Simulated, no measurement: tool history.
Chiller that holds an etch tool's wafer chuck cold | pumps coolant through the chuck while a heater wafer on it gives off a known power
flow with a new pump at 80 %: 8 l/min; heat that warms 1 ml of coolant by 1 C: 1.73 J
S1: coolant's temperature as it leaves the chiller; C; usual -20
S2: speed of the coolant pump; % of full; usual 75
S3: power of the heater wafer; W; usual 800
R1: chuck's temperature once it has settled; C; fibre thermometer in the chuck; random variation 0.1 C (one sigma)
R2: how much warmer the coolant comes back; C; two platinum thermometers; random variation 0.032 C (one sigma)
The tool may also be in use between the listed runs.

Run 1, day 0.000: usual settings. Result: R1 -12.4 C, R2 4.02 C.
Run 2, day 6.975: usual settings. Result: R1 -12.4 C, R2 4.04 C.
Run 3, day 11.679: usual settings. Result: R1 -12.4 C, R2 4.00 C.
Run 4, day 15.979: usual settings. Result: R1 -12.4 C, R2 4.01 C.
Run 5, day 24.029: usual settings but S3 747 W. Result: R1 -12.7 C, R2 3.79 C.
Run 6, day 30.250: usual settings but S3 805 W. Result: R1 -12.2 C, R2 4.00 C.
Run 7, day 38.762: usual settings but S3 805 W. Result: R1 -12.3 C, R2 4.04 C.
Run 8, day 44.817: usual settings but S3 805 W. Result: R1 -12.3 C, R2 4.03 C.
Run 9, day 49.788: usual settings but S3 888 W. Result: R1 -11.6 C, R2 4.49 C.
Run 10, day 54.154: usual settings but S3 888 W. Result: R1 -11.5 C, R2 4.53 C.
Run 11, day 62.308: usual settings but S3 528 W. Result: R1 -14.9 C, R2 2.72 C.
Run 12, day 71.275: usual settings but S3 785 W. Result: R1 -12.2 C, R2 4.03 C.
Run 13, day 78.917: usual settings but S3 785 W. Result: R1 -12.2 C, R2 4.02 C.
Run 14, day 85.129: usual settings but S3 785 W. Result: R1 -12.0 C, R2 4.02 C.
Run 15, day 88.812: usual settings but S3 785 W. Result: R1 -12.4 C, R2 4.02 C.
Run 16, day 94.438: usual settings but S3 785 W. Result: R1 -12.3 C, R2 4.00 C.
Run 17, day 102.238: usual settings but S3 785 W. Result: R1 -12.3 C, R2 4.05 C.
Run 18, day 110.333: usual settings but S1 -18 C, S2 71 % of full, S3 668 W. Result: R1 -11.1 C, R2 3.66 C.
Run 19, day 115.012: usual settings but S1 -18 C, S2 71 % of full, S3 668 W. Result: R1 -11.1 C, R2 3.64 C.
Run 20, day 123.571: usual settings but S1 -24 C, S2 62 % of full, S3 605 W. Result: R1 -17.2 C, R2 3.77 C.
Run 21, day 131.450: usual settings but S1 -24 C, S2 62 % of full, S3 605 W. Result: R1 -17.2 C, R2 3.77 C.
Run 22, day 140.000: usual settings but S1 -10 C, S2 64 % of full, S3 507 W. Result: R1 -4.4 C, R2 3.18 C.
Run 23, day 144.212: usual settings but S1 -24 C, S2 70 % of full, S3 581 W. Result: R1 -18.2 C, R2 3.26 C.
Run 24, day 149.583: usual settings but S1 -24 C, S2 70 % of full, S3 551 W. Result: R1 -18.4 C, R2 3.13 C.
Run 25, day 157.538: usual settings but S1 -24 C, S2 70 % of full, S3 551 W. Result: R1 -18.3 C, R2 3.02 C.
Run 26, day 165.000: usual settings but S1 -18 C, S2 94 % of full, S3 469 W. Result: R1 -13.9 C, R2 1.99 C.
Run 27, day 173.042: usual settings but S1 -27 C, S3 994 W. Result: R1 -16.8 C, R2 5.20 C.
Run 28, day 176.875: usual settings but S1 -29 C, S2 76 % of full, S3 655 W. Result: R1 -22.5 C, R2 3.45 C.
At day 178.350: chiller's thermometer calibrated.
Run 29, day 180.838: usual settings but S2 86 % of full, S3 984 W. Result: R1 -10.5 C, R2 4.54 C.
Run 30, day 188.567: usual settings but S2 86 % of full, S3 984 W. Result: R1 -10.6 C, R2 4.54 C.
At day 195.233: coolant changed, channels flushed.
Run 31, day 197.233: usual settings but S1 -17 C, S2 93 % of full, S3 417 W. Result: R1 -13.7 C, R2 1.75 C.
Run 32, day 203.462: usual settings but S2 92 % of full, S3 777 W. Result: R1 -13.8 C, R2 3.34 C.
Run 33, day 208.175: usual settings but S2 79 % of full, S3 482 W. Result: R1 -15.7 C, R2 2.48 C.

3 ways to go on from here, each from the tool as it stands after run 33. What would each give?
Run A, day 216.967: usual settings but S1 -26 C, S2 84 % of full, S3 872 W. Result: R1 ?, R2 ?.
Run B, day 216.967: usual settings but S3 648 W. Result: R1 ?, R2 ?.
Run C, day 216.967: usual settings but S2 90 % of full, S3 482 W. Result: R1 ?, R2 ?.

run     R1    R2
  A  -18.4  4.12
  B  -14.1  3.46
  C  -15.9  2.16
Without the tool's hidden state the same runs would have given:
run     R1    R2
  A  -19.2  3.57
  B  -14.7  3.00
  C  -16.3  1.87

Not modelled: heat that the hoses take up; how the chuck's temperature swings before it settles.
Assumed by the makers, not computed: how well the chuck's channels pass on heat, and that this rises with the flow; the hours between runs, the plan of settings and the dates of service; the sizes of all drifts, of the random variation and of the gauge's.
